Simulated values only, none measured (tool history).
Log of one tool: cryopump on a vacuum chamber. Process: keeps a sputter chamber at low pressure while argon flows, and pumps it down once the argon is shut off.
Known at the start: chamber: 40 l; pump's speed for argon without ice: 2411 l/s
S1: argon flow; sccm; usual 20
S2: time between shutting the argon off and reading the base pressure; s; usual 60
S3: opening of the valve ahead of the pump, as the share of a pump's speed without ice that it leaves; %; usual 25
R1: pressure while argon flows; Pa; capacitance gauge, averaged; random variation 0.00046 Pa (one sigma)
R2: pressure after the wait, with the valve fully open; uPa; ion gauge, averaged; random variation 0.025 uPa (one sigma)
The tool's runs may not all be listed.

run,hour,S1,S2,S3,R1,R2
1,0,20,60,25,0.0583,1.62
2,61.6,20,29,25,0.0572,2.51
3,118,20,29,25,0.0581,2.55
4,184.7,20,29,25,0.059,2.67
5,234.4,20,29,25,0.0581,2.63
6,274.1,20,29,25,0.0578,2.68
7,346.1,20,29,25,0.0581,2.7
8,412.4,20,60,25,0.0582,1.7
9,482.4,20,60,25,0.059,1.86
# hour 537: pump warmed up, emptied and cooled again
10,554.9,20,60,25,0.0564,1.63
11,598.9,20,60,25,0.0563,1.7
12,659.8,20,175,25,0.0565,1.1
13,704.8,24,60,25,0.0689,1.83
14,777.3,30,212,28,0.0759,1.17

Forecast run 15:
15,818.2,30,212,28,?,?

{"run 15": {"R1": 0.0765, "R2": 1.23}}
Without the tool's hidden state the same run would have given R1 0.0749 Pa, R2 0.41 uPa.
